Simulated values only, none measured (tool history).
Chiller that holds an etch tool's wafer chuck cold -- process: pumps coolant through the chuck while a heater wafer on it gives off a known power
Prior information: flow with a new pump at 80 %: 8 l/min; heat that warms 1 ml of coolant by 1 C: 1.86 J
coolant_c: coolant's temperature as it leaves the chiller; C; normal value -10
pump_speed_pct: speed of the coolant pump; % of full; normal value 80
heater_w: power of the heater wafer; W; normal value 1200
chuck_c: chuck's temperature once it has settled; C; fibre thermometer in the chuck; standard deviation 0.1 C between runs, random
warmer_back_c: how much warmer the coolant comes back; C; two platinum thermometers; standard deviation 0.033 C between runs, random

run 1 hour=0.0 | coolant_c=-10 pump_speed_pct=80 heater_w=1200 | chuck_c=-1.2 warmer_back_c=4.78
run 2 hour=73.0 | coolant_c=-10 pump_speed_pct=80 heater_w=1200 | chuck_c=-1.1 warmer_back_c=4.86
run 3 hour=112.7 | coolant_c=-10 pump_speed_pct=80 heater_w=1200 | chuck_c=-1.1 warmer_back_c=4.87
run 4 hour=178.6 | coolant_c=-10 pump_speed_pct=93 heater_w=1200 | chuck_c=-2.0 warmer_back_c=4.12
run 5 hour=238.9 | coolant_c=-10 pump_speed_pct=93 heater_w=1200 | chuck_c=-2.3 warmer_back_c=4.12
run 6 hour=277.4 | coolant_c=-10 pump_speed_pct=80 heater_w=1483 | chuck_c=1.2 warmer_back_c=5.97
run 7 hour=311.9 | coolant_c=-10 pump_speed_pct=80 heater_w=1200 | chuck_c=-1.1 warmer_back_c=4.85
run 8 hour=372.1 | coolant_c=-10 pump_speed_pct=80 heater_w=1200 | chuck_c=-1.1 warmer_back_c=4.81
run 9 hour=438.3 | coolant_c=-10 pump_speed_pct=80 heater_w=1200 | chuck_c=-1.0 warmer_back_c=4.87
run 10 hour=496.9 | coolant_c=-10 pump_speed_pct=80 heater_w=1200 | chuck_c=-1.0 warmer_back_c=4.85
run 11 hour=527.1 | coolant_c=-10 pump_speed_pct=92 heater_w=1200 | chuck_c=-2.1 warmer_back_c=4.13
run 12 hour=572.1 | coolant_c=-10 pump_speed_pct=92 heater_w=1200 | chuck_c=-2.3 warmer_back_c=4.10
run 13 hour=634.1 | coolant_c=-10 pump_speed_pct=92 heater_w=1200 | chuck_c=-2.2 warmer_back_c=4.16
run 14 hour=687.0 | coolant_c=-10 pump_speed_pct=80 heater_w=1200 | chuck_c=-1.1 warmer_back_c=4.87
run 15 hour=738.3 | coolant_c=-10 pump_speed_pct=80 heater_w=944 | chuck_c=-3.0 warmer_back_c=3.75
run 16 hour=800.4 | coolant_c=-10 pump_speed_pct=80 heater_w=944 | chuck_c=-2.9 warmer_back_c=3.83
run 17 hour=868.8 | coolant_c=-10 pump_speed_pct=80 heater_w=944 | chuck_c=-3.1 warmer_back_c=3.86
run 18 hour=933.2 | coolant_c=-10 pump_speed_pct=80 heater_w=944 | chuck_c=-3.1 warmer_back_c=3.83
run 19 hour=1005.2 | coolant_c=-10 pump_speed_pct=63 heater_w=944 | chuck_c=-1.2 warmer_back_c=4.94
run 20 hour=1059.4 | coolant_c=-10 pump_speed_pct=72 heater_w=1101 | chuck_c=-1.1 warmer_back_c=4.99
run 21 hour=1098.1 | coolant_c=-10 pump_speed_pct=72 heater_w=1101 | chuck_c=-1.0 warmer_back_c=5.02
run 22 hour=1128.9 | coolant_c=-10 pump_speed_pct=72 heater_w=1101 | chuck_c=-0.8 warmer_back_c=4.92
run 23 hour=1163.9 | coolant_c=-10 pump_speed_pct=74 heater_w=1101 | chuck_c=-1.1 warmer_back_c=4.85
-- hour=1176.3 coolant changed, channels flushed
-- hour=1192.3 chiller's thermometer calibrated
run 24 hour=1202.3 | coolant_c=-8 pump_speed_pct=88 heater_w=1667 | chuck_c=3.4 warmer_back_c=6.02
run 25 hour=1266.9 | coolant_c=-1 pump_speed_pct=85 heater_w=729 | chuck_c=4.0 warmer_back_c=2.76
run 26 hour=1313.8 | coolant_c=-11 pump_speed_pct=80 heater_w=1200 | chuck_c=-2.1 warmer_back_c=4.82
run 27 hour=1385.0 | coolant_c=-5 pump_speed_pct=80 heater_w=1656 | chuck_c=7.2 warmer_back_c=6.67
run 28 hour=1442.4 | coolant_c=-14 pump_speed_pct=80 heater_w=1200 | chuck_c=-5.2 warmer_back_c=4.88
run 29 hour=1481.9 | coolant_c=-14 pump_speed_pct=80 heater_w=1200 | chuck_c=-5.2 warmer_back_c=4.78
run 30 hour=1518.3 | coolant_c=-14 pump_speed_pct=80 heater_w=1200 | chuck_c=-4.9 warmer_back_c=4.84
run 31 hour=1567.7 | coolant_c=-10 pump_speed_pct=100 heater_w=1696 | chuck_c=0.2 warmer_back_c=5.32
run 32 hour=1636.7 | coolant_c=-10 pump_speed_pct=87 heater_w=1611 | chuck_c=1.2 warmer_back_c=5.92
run 33 hour=1702.1 | coolant_c=-6 pump_speed_pct=68 heater_w=1637 | chuck_c=8.3 warmer_back_c=7.95

Alternative continuations, all from the tool just after run 33; predict every row:
run A hour=1768.9 | coolant_c=-19 pump_speed_pct=68 heater_w=1637 | chuck_c=? warmer_back_c=?
run B hour=1768.9 | coolant_c=-10 pump_speed_pct=71 heater_w=806 | chuck_c=? warmer_back_c=?
run C hour=1768.9 | coolant_c=-15 pump_speed_pct=74 heater_w=988 | chuck_c=? warmer_back_c=?

run=A chuck_c=-4.8 warmer_back_c=7.97
run=B chuck_c=-3.2 warmer_back_c=3.80
run=C chuck_c=-7.2 warmer_back_c=4.36
With the hidden condition removed and each run's random variation left untouched, the same runs would have given:
run=A chuck_c=-4.8 warmer_back_c=7.97
run=B chuck_c=-3.3 warmer_back_c=3.80
run=C chuck_c=-7.2 warmer_back_c=4.36

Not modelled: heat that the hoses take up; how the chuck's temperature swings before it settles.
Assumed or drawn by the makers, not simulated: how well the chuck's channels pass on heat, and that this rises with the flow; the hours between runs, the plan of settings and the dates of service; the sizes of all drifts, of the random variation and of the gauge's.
